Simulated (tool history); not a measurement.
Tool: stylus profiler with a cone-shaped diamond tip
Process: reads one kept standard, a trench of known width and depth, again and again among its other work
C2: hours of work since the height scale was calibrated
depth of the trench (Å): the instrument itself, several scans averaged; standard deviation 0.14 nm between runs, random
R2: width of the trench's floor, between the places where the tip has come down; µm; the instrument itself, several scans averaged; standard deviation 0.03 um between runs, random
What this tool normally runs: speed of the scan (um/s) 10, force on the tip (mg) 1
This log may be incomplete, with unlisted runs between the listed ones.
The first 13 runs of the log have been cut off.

{"run": 14, "day": 27.45, "speed of the scan (um/s)": 10, "force on the tip (mg)": 1, "scans with this tip": 15638, "C2": 1103, "depth of the trench (Å)": 5064.5, "R2": 44.28}
{"run": 15, "day": 28.954, "speed of the scan (um/s)": 10, "force on the tip (mg)": 1, "scans with this tip": 15972, "C2": 1127, "depth of the trench (Å)": 5066.2, "R2": 44.26}
{"run": 16, "day": 31.396, "speed of the scan (um/s)": 10, "force on the tip (mg)": 0.93, "scans with this tip": 16514, "C2": 1165, "depth of the trench (Å)": 5064.1, "R2": 44.24}
{"run": 17, "day": 32.679, "speed of the scan (um/s)": 10, "force on the tip (mg)": 0.93, "scans with this tip": 16799, "C2": 1185, "depth of the trench (Å)": 5065.2, "R2": 44.15}
{"run": 18, "day": 34.233, "speed of the scan (um/s)": 10, "force on the tip (mg)": 0.93, "scans with this tip": 17143, "C2": 1209, "depth of the trench (Å)": 5065.8, "R2": 44.18}
{"day": 34.512, "done": "height scale calibrated on a step standard"}
{"run": 19, "day": 36.775, "speed of the scan (um/s)": 10, "force on the tip (mg)": 0.71, "scans with this tip": 17704, "C2": 35, "depth of the trench (Å)": 5062, "R2": 44.12}
{"run": 20, "day": 38.196, "speed of the scan (um/s)": 10, "force on the tip (mg)": 1.88, "scans with this tip": 18019, "C2": 58, "depth of the trench (Å)": 5095, "R2": 44.1}
{"run": 21, "day": 40.071, "speed of the scan (um/s)": 10, "force on the tip (mg)": 1.88, "scans with this tip": 18435, "C2": 87, "depth of the trench (Å)": 5097.6, "R2": 44.08}
{"run": 22, "day": 42.404, "speed of the scan (um/s)": 10, "force on the tip (mg)": 1.88, "scans with this tip": 18952, "C2": 124, "depth of the trench (Å)": 5098.3, "R2": 44.06}
{"run": 23, "day": 43.721, "speed of the scan (um/s)": 10, "force on the tip (mg)": 1, "scans with this tip": 19245, "C2": 144, "depth of the trench (Å)": 5075, "R2": 44.03}
{"run": 24, "day": 46.217, "speed of the scan (um/s)": 7, "force on the tip (mg)": 1.79, "scans with this tip": 19799, "C2": 183, "depth of the trench (Å)": 5095.5, "R2": 44.02}
{"run": 25, "day": 47.867, "speed of the scan (um/s)": 6, "force on the tip (mg)": 1, "scans with this tip": 20165, "C2": 209, "depth of the trench (Å)": 5076.5, "R2": 43.92}
{"day": 48.129, "done": "height scale calibrated on a step standard, once more"}
{"run": 26, "day": 50.029, "speed of the scan (um/s)": 6, "force on the tip (mg)": 1, "scans with this tip": 20640, "C2": 30, "depth of the trench (Å)": 5043.6, "R2": 43.94}
{"run": 27, "day": 51.458, "speed of the scan (um/s)": 3, "force on the tip (mg)": 0.43, "scans with this tip": 20957, "C2": 52, "depth of the trench (Å)": 5024.4, "R2": 43.94}

Run 28 has not been measured yet. What should we expect?
{"run": 28, "day": 53.696, "speed of the scan (um/s)": 3, "force on the tip (mg)": 0.43, "scans with this tip": 21454, "C2": 87, "depth of the trench (Å)": "?", "R2": "?"}

depth of the trench (Å): 5024.1
R2: 43.93 µm
Without the tool's hidden state the same run would have given depth of the trench (Å) 5024, R2 45.63 µm.
